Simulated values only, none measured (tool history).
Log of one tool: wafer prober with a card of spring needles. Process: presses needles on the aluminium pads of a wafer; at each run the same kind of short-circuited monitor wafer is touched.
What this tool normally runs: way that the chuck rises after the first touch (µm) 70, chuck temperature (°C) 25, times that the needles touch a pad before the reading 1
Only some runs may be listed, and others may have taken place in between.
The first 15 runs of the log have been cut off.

run,hour,way that the chuck rises after the first touch (µm),chuck temperature (°C),times that the needles touch a pad before the reading,resistance of one needle with its contact and lead (mohm),way that a needle slides on the pad (µm)
# hour 281.7: tips cleaned on abrasive film
16,294,70,25,1,289,9.2
# hour 298.6: tips cleaned on abrasive film
17,312.8,70,25,1,291,9.27
# hour 314.3: tips cleaned on abrasive film
# hour 330: tips cleaned on abrasive film
18,334.4,74,25,1,275,9.75
# hour 345.9: tips cleaned on abrasive film
19,353.4,81,49,2,277,10.67
# hour 362.1: tips cleaned on abrasive film
20,366.9,76,25,2,264,9.99
# hour 378.1: tips cleaned on abrasive film
21,391.1,76,44,2,278,9.98
# hour 395.2: tips cleaned on abrasive film
22,402.2,65,58,1,296,8.52
# hour 412.1: tips cleaned on abrasive film
23,422,70,52,2,285,9.14
# hour 428.5: tips cleaned on abrasive film
24,439.1,66,71,1,303,8.66
# hour 444.3: tips cleaned on abrasive film
# hour 461.9: tips cleaned on abrasive film
25,463.1,54,75,1,290,7.01
# hour 478: tips cleaned on abrasive film
26,488.4,58,26,2,284,7.55
# hour 495: tips cleaned on abrasive film
27,499.6,70,25,1,277,9.14
# hour 512.1: tips cleaned on abrasive film
28,516.4,70,69,1,290,9.15
# hour 528.8: tips cleaned on abrasive film
29,534.7,70,69,1,292,9.12
# hour 544.5: tips cleaned on abrasive film
30,557.4,82,63,1,295,10.71
# hour 560.3: tips cleaned on abrasive film
31,573.3,82,63,1,289,10.69
# hour 577.9: tips cleaned on abrasive film
32,592.9,82,52,1,293,10.7
# hour 594.3: tips cleaned on abrasive film
# hour 610.9: tips cleaned on abrasive film
33,611.8,59,25,2,269,7.63

Forecast each of these 3 alternatives for the next run:
# hour 627.9: tips cleaned on abrasive film
A,638.3,70,54,2,?,?
# hour 627.9: tips cleaned on abrasive film
B,638.3,70,25,2,?,?
# hour 627.9: tips cleaned on abrasive film
C,638.3,59,25,2,?,?

run,resistance of one needle with its contact and lead (mohm),way that a needle slides on the pad (µm)
A,285,9.06
B,278,9.06
C,285,7.63
The same runs, with their run-to-run variation unchanged, on a tool lacking any hidden condition would have given:
run,resistance of one needle with its contact and lead (mohm),way that a needle slides on the pad (µm)
A,268,9.22
B,260,9.22
C,262,7.79
